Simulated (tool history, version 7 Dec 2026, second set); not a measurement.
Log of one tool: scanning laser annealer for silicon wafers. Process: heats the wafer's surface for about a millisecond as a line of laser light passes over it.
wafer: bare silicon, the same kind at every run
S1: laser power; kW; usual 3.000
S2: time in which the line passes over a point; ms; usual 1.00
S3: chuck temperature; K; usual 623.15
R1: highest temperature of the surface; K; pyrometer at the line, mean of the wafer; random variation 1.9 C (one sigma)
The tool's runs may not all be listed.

run 1 hour=0.0 | S1=3.000 S2=1.00 S3=623.15 | R1=1394.15
run 2 hour=22.9 | S1=3.000 S2=1.00 S3=623.15 | R1=1391.15
run 3 hour=45.3 | S1=3.000 S2=1.00 S3=623.15 | R1=1395.15
run 4 hour=59.7 | S1=2.686 S2=1.00 S3=623.15 | R1=1310.15
run 5 hour=83.2 | S1=2.686 S2=1.00 S3=623.15 | R1=1315.15
run 6 hour=99.4 | S1=2.806 S2=1.00 S3=623.15 | R1=1342.15
run 7 hour=116.7 | S1=3.000 S2=1.00 S3=621.15 | R1=1392.15
run 8 hour=137.9 | S1=3.000 S2=1.00 S3=634.15 | R1=1403.15
run 9 hour=153.4 | S1=3.000 S2=1.00 S3=628.15 | R1=1393.15
run 10 hour=174.7 | S1=3.000 S2=1.00 S3=628.15 | R1=1398.15
run 11 hour=194.1 | S1=3.000 S2=1.00 S3=623.15 | R1=1393.15
run 12 hour=217.5 | S1=3.000 S2=1.00 S3=623.15 | R1=1393.15
run 13 hour=228.4 | S1=3.000 S2=1.00 S3=623.15 | R1=1394.15
run 14 hour=247.5 | S1=3.000 S2=1.00 S3=623.15 | R1=1390.15
run 15 hour=264.2 | S1=3.000 S2=1.00 S3=623.15 | R1=1391.15
run 16 hour=283.8 | S1=3.000 S2=1.00 S3=623.15 | R1=1390.15
run 17 hour=307.1 | S1=3.000 S2=1.00 S3=624.15 | R1=1393.15
run 18 hour=328.5 | S1=3.000 S2=1.01 S3=623.15 | R1=1396.15
run 19 hour=349.1 | S1=3.000 S2=1.00 S3=623.15 | R1=1389.15
run 20 hour=363.5 | S1=3.000 S2=1.00 S3=623.15 | R1=1387.15
run 21 hour=382.5 | S1=3.000 S2=1.00 S3=623.15 | R1=1389.15
run 22 hour=397.0 | S1=2.956 S2=1.06 S3=623.15 | R1=1395.15
run 23 hour=414.1 | S1=2.956 S2=1.06 S3=623.15 | R1=1397.15
run 24 hour=428.4 | S1=2.956 S2=1.06 S3=623.15 | R1=1396.15
-- hour=432.8 laser's power meter calibrated
run 25 hour=449.5 | S1=3.272 S2=0.80 S3=606.15 | R1=1361.15
run 26 hour=459.7 | S1=3.000 S2=1.00 S3=645.15 | R1=1407.15
run 27 hour=481.3 | S1=3.000 S2=1.15 S3=619.15 | R1=1437.15
run 28 hour=499.5 | S1=3.133 S2=1.07 S3=614.15 | R1=1439.15
-- hour=509.2 laser's power meter calibrated, once more
run 29 hour=526.1 | S1=3.000 S2=1.03 S3=623.15 | R1=1395.15
run 30 hour=540.3 | S1=3.000 S2=0.77 S3=618.15 | R1=1293.15
run 31 hour=549.9 | S1=3.000 S2=0.89 S3=604.15 | R1=1327.15
run 32 hour=562.0 | S1=2.922 S2=0.81 S3=623.15 | R1=1298.15
run 33 hour=574.9 | S1=2.762 S2=0.89 S3=607.15 | R1=1269.15
run 34 hour=590.4 | S1=2.762 S2=0.89 S3=607.15 | R1=1271.15
run 35 hour=602.3 | S1=2.762 S2=0.89 S3=607.15 | R1=1268.15
run 36 hour=620.7 | S1=2.762 S2=0.71 S3=607.15 | R1=1202.15
run 37 hour=632.6 | S1=2.916 S2=0.71 S3=583.15 | R1=1214.15
run 38 hour=652.2 | S1=2.916 S2=0.85 S3=583.15 | R1=1268.15
run 39 hour=666.7 | S1=3.000 S2=0.85 S3=599.15 | R1=1303.15
run 40 hour=679.4 | S1=3.000 S2=0.91 S3=611.15 | R1=1338.15
run 41 hour=701.1 | S1=2.921 S2=0.91 S3=653.15 | R1=1359.15

Forecast each of these 3 alternatives for the next run:
run A hour=715.4 | S1=3.048 S2=1.12 S3=593.15 | R1=?
run B hour=715.4 | S1=2.752 S2=1.09 S3=607.15 | R1=?
run C hour=715.4 | S1=2.921 S2=1.03 S3=613.15 | R1=?

run=A R1=1406.15
run=B R1=1328.15
run=C R1=1361.15
Without the tool's hidden state the same runs would have given:
run=A R1=1434.15
run=B R1=1353.15
run=C R1=1386.15

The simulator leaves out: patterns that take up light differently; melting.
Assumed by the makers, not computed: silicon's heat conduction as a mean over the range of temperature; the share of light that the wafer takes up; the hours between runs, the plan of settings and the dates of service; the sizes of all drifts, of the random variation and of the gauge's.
